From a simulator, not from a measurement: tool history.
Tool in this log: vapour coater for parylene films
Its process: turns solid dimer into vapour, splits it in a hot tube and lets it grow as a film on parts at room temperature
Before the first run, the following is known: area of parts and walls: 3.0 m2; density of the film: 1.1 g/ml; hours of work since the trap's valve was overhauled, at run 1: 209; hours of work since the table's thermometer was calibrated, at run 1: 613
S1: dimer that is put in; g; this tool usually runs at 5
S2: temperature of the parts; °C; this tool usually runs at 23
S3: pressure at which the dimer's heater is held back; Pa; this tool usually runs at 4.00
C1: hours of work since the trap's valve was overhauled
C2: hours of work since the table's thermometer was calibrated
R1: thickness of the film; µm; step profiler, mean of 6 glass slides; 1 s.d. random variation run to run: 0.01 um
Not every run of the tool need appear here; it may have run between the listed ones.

run,day,S1,S2,S3,C1,C2,R1
1,0.000,5,23,4.00,209,613,0.70
# day 2.450: trap's valve overhauled
2,2.462,5,23,4.00,0,637,0.82
3,4.554,5,23,4.00,22,659,0.82
4,5.671,5,23,4.00,34,670,0.81
5,6.738,5,23,4.00,45,681,0.81
6,9.096,5,23,4.00,70,706,0.78
7,11.292,5,23,4.00,93,729,0.76
8,12.783,5,17,4.00,108,745,0.93
9,14.654,5,17,4.00,128,764,0.89
10,15.833,5,17,4.00,140,777,0.88
11,18.196,5,17,4.00,165,801,0.87
12,19.558,5,17,4.00,179,816,0.87
13,21.929,5,27,4.00,204,840,0.64
14,24.267,5,27,4.00,228,865,0.63
# day 24.854: trap's valve overhauled
15,26.842,5,27,4.00,21,890,0.72
16,27.983,5,23,4.00,33,902,0.79
17,29.233,5,23,4.00,46,915,0.78
18,30.200,5,23,4.00,56,925,0.79
19,31.942,5,23,4.00,74,943,0.78
20,33.421,5,23,4.00,90,959,0.78
21,34.700,5,23,4.00,103,972,0.77
22,36.546,4,23,4.00,122,992,0.61
23,38.892,3,23,4.00,147,1016,0.45
24,40.875,3,23,4.00,168,1037,0.44
# day 41.062: table's thermometer calibrated
25,43.146,5,23,4.00,191,22,0.72
26,45.338,6,23,2.54,214,45,0.94
# day 47.329: trap's valve overhauled
27,47.600,6,23,2.54,3,67,1.10
28,49.475,6,23,2.54,22,86,1.08
29,51.629,8,18,7.50,45,109,1.27
30,52.804,8,23,7.50,57,121,1.09
31,55.162,8,16,6.14,82,146,1.37
32,56.625,2,16,2.38,97,161,0.41
33,58.629,4,15,2.67,118,182,0.85
34,60.096,5,15,4.26,134,197,0.93
35,61.583,5,15,4.26,149,213,0.92
36,62.683,6,15,4.26,161,224,1.11
37,64.988,6,15,4.26,185,249,1.08
38,66.188,5,15,5.34,197,261,0.85
39,68.512,3,22,5.29,222,285,0.41
# day 69.758: trap's valve overhauled
40,70.771,3,22,5.29,11,307,0.46
41,73.117,2,22,4.00,35,332,0.32
42,74.400,2,22,4.00,49,345,0.33
43,76.329,2,22,4.00,69,365,0.31
44,78.725,5,21,4.00,94,391,0.80
45,80.854,5,21,4.00,116,413,0.80
46,82.129,3,23,6.65,129,426,0.39
47,83.804,8,18,5.13,147,444,1.29
48,84.867,5,29,2.03,158,455,0.71

How the hidden state differs across the entries between the runs, from the last listed run before each to the first after it:
Run 1 -> run 2: trap's valve overhauled (day 2.450)
  vapour lost through the trap's worn valve, %: 13.1 -> 0.2; true temperature of the parts over the reading, C: -0.05 -> -0.06
  measured minus no-state result, R1: -0.11 -> +0.00 µm
Run 14 -> run 15: trap's valve overhauled (day 24.854)
  vapour lost through the trap's worn valve, %: 14.5 -> 1.5; true temperature of the parts over the reading, C: -0.17 -> -0.18
  measured minus no-state result, R1: -0.11 -> +0.00 µm
Run 24 -> run 25: table's thermometer calibrated (day 41.062)
  vapour lost through the trap's worn valve, %: 10.6 -> 12.1; true temperature of the parts over the reading, C: -0.25 -> 0.04
  measured minus no-state result, R1: -0.05 -> -0.10 µm
Run 26 -> run 27: trap's valve overhauled (day 47.329)
  vapour lost through the trap's worn valve, %: 13.5 -> 0.4; true temperature of the parts over the reading, C: 0.03 -> 0.02
  measured minus no-state result, R1: -0.15 -> +0.00 µm
Run 39 -> run 40: trap's valve overhauled (day 69.758)
  vapour lost through the trap's worn valve, %: 13.8 -> 1.5; true temperature of the parts over the reading, C: -0.08 -> -0.09
  measured minus no-state result, R1: -0.07 -> -0.01 µm
